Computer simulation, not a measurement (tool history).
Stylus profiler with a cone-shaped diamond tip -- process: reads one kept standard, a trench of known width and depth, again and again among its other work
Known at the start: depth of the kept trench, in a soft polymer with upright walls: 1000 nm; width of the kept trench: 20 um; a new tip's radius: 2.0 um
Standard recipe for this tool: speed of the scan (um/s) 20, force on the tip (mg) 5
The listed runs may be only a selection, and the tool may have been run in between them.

run	hour	speed of the scan (um/s)	force on the tip (mg)	depth of the trench (angstrom)	width of the trench's floor (um)
1	0	20	5	10290.9	15.36
2	34.5	20	10.1	10452.8	15.4
3	82.8	20	5	10294	15.31
4	124.4	20	6.59	10352.9	15.29
5	168.5	20	6.59	10353.9	15.26
6	188.7	20	6.59	10353.6	15.26
7	220.6	20	6.59	10355.5	15.26
8	248.7	8	5	10299.3	15.24
9	287	20	3.2	10228.6	15.22
10	322.9	20	3.2	10227.9	15.11
11	352.4	20	3.2	10235.7	15.12
12	389.5	20	5	10299.6	15.12
13	433.8	41	5	10300.8	14.97
14	470.5	41	5	10304.1	14.97
15	495.9	20	5	10302	15.06
16	529.6	77	1.97	10181.4	14.66
17	572.3	36	4.57	10292.1	14.92
18	614.9	44	4.57	10286.2	14.88
19	636.9	31	5.99	10339.2	14.93
20	674	49	8.97	10432.7	14.8
21	705.6	18	8.97	10431.9	15.04
22	729.7	18	8.97	10436.9	14.96
23	763.8	37	8.23	10421.9	14.91
24	806	34	5.97	10344	14.85
25	840.4	12	1.78	10176.1	14.87
26	867.2	20	4.2	10279.7	14.89
27	897	20	4.2	10283	14.79
28	943.9	12	6.1	10346	14.87
29	967.2	12	6.1	10352.1	14.84
30	995.6	12	12.33	10533	14.81

4 ways to go on from here, each from the tool as it stands after run 30. What would each give?
A	1042.4	40	9.85	?	?
B	1042.4	6	5.07	?	?
C	1042.4	68	4.11	?	?
D	1042.4	46	9.62	?	?

run	depth of the trench (angstrom)	width of the trench's floor (um)
A	10465.7	14.72
B	10314.3	14.81
C	10278.4	14.5
D	10459	14.77
Without the tool's hidden state the same runs would have given:
run	depth of the trench (angstrom)	width of the trench's floor (um)
A	10418.5	16.39
B	10267.7	16.49
C	10232	16.17
D	10411.8	16.45
